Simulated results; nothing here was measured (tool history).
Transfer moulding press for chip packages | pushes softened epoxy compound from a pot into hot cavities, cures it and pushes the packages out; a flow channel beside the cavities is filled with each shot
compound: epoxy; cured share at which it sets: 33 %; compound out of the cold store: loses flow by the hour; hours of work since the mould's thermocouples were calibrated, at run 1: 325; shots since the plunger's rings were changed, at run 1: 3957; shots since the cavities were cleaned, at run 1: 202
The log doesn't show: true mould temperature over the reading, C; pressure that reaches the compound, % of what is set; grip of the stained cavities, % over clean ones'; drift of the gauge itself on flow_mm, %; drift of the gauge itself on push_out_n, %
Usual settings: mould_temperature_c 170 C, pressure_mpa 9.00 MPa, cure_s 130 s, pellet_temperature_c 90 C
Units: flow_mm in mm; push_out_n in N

| run | hour | mould_temperature_c | pressure_mpa | cure_s | pellet_temperature_c | hours of work since the mould's thermocouples were calibrated | shots since the plunger's rings were changed | shots since the cavities were cleaned | incoming compound's hours out of the cold store | flow_mm | push_out_n |
|---|---|---|---|---|---|---|---|---|---|---|---|
| 1 | 0.0 | 170 | 9.00 | 130 | 90 | 325 | 3957 | 202 | 45.8 | 711 | 449 |
| 2 | 50.9 | 170 | 9.00 | 131 | 90 | 348 | 4275 | 520 | 42.4 | 726 | 437 |
| 3 | 124.2 | 170 | 9.00 | 131 | 90 | 381 | 4733 | 978 | 30.3 | 765 | 456 |
|  | 160.6 | cavities cleaned with cleaning compound and waxed |
| 4 | 178.4 | 175 | 9.00 | 130 | 90 | 405 | 5063 | 111 | 20.8 | 787 | 420 |
| 5 | 245.6 | 175 | 9.00 | 130 | 90 | 435 | 5483 | 531 | 20.3 | 790 | 408 |
| 6 | 310.7 | 175 | 9.00 | 130 | 90 | 464 | 5890 | 938 | 31.3 | 752 | 424 |
|  | 328.8 | plunger's sealing rings changed |
|  | 354.0 | cavities cleaned with cleaning compound and waxed |
| 7 | 384.7 | 169 | 9.00 | 130 | 90 | 495 | 341 | 192 | 39.1 | 736 | 444 |
| 8 | 480.2 | 170 | 9.00 | 130 | 90 | 538 | 938 | 789 | 8.2 | 857 | 476 |
|  | 546.6 | cavities cleaned with cleaning compound and waxed |
| 9 | 576.5 | 170 | 9.00 | 130 | 97 | 581 | 1531 | 187 | 27.3 | 777 | 440 |
| 10 | 641.1 | 172 | 9.00 | 130 | 90 | 610 | 1935 | 591 | 19.0 | 800 | 441 |
| 11 | 717.3 | 172 | 9.00 | 130 | 90 | 644 | 2411 | 1067 | 28.2 | 770 | 435 |
|  | 733.3 | cavities cleaned with cleaning compound and waxed |
| 12 | 775.4 | 170 | 9.00 | 130 | 90 | 669 | 2764 | 262 | 35.2 | 748 | 459 |
| 13 | 824.0 | 170 | 9.00 | 130 | 90 | 691 | 3069 | 567 | 45.2 | 715 | 456 |
|  | 840.4 | mould's thermocouples calibrated |
| 14 | 890.2 | 170 | 9.00 | 130 | 90 | 22 | 3470 | 968 | 15.1 | 829 | 464 |
|  | 924.2 | cavities cleaned with cleaning compound and waxed |
| 15 | 967.3 | 170 | 9.00 | 130 | 90 | 56 | 3942 | 269 | 34.2 | 752 | 443 |
| 16 | 1063.3 | 170 | 9.00 | 130 | 90 | 99 | 4543 | 870 | 32.4 | 758 | 451 |
| 17 | 1108.4 | 165 | 8.26 | 151 | 84 | 120 | 4825 | 1152 | 33.2 | 736 | 478 |
|  | 1119.3 | cavities cleaned with cleaning compound and waxed |
| 18 | 1188.7 | 165 | 8.26 | 151 | 84 | 155 | 5318 | 434 | 10.9 | 820 | 500 |
| 19 | 1264.2 | 165 | 8.26 | 151 | 84 | 189 | 5789 | 905 | 36.8 | 722 | 484 |
|  | 1298.3 | plunger's sealing rings changed |
|  | 1312.7 | cavities cleaned with cleaning compound and waxed |
| 20 | 1351.5 | 165 | 9.80 | 130 | 94 | 226 | 323 | 243 | 36.3 | 788 | 575 |
| 21 | 1393.2 | 165 | 9.80 | 130 | 94 | 245 | 584 | 504 | 31.6 | 806 | 550 |
| 22 | 1444.1 | 166 | 9.00 | 138 | 90 | 268 | 902 | 822 | 30.3 | 781 | 483 |
|  | 1506.0 | cavities cleaned with cleaning compound and waxed |
| 23 | 1506.0 | 176 | 9.00 | 142 | 90 | 295 | 1280 | 0 | 8.7 | 835 | 417 |
| 24 | 1599.7 | 176 | 10.31 | 132 | 82 | 337 | 1866 | 586 | 47.9 | 739 | 414 |
| 25 | 1683.6 | 177 | 6.80 | 140 | 81 | 374 | 2390 | 1110 | 17.5 | 696 | 420 |
|  | 1697.6 | cavities cleaned with cleaning compound and waxed |
| 26 | 1778.0 | 173 | 10.37 | 143 | 99 | 416 | 2971 | 503 | 11.5 | 894 | 415 |
| 27 | 1863.1 | 170 | 8.40 | 130 | 90 | 454 | 3503 | 1035 | 19.8 | 783 | 464 |

Forecast each of these 3 alternatives for the next run:
|  | 1885.4 | cavities cleaned with cleaning compound and waxed |
| A | 1923.1 | 176 | 8.40 | 116 | 99 | 480 | 3868 | 235 | 28.4 | ? | ? |
|  | 1885.4 | cavities cleaned with cleaning compound and waxed |
| B | 1923.1 | 170 | 9.00 | 137 | 86 | 480 | 3868 | 235 | 18.2 | ? | ? |
|  | 1885.4 | cavities cleaned with cleaning compound and waxed |
| C | 1923.1 | 163 | 9.00 | 124 | 85 | 480 | 3868 | 235 | 19.6 | ? | ? |

| run | flow_mm | push_out_n |
|---|---|---|
| A | 736 | 437 |
| B | 810 | 471 |
| C | 833 | 772 |
Without the tool's hidden state the same runs would have given:
| run | flow_mm | push_out_n |
|---|---|---|
| A | 736 | 433 |
| B | 810 | 467 |
| C | 834 | 766 |

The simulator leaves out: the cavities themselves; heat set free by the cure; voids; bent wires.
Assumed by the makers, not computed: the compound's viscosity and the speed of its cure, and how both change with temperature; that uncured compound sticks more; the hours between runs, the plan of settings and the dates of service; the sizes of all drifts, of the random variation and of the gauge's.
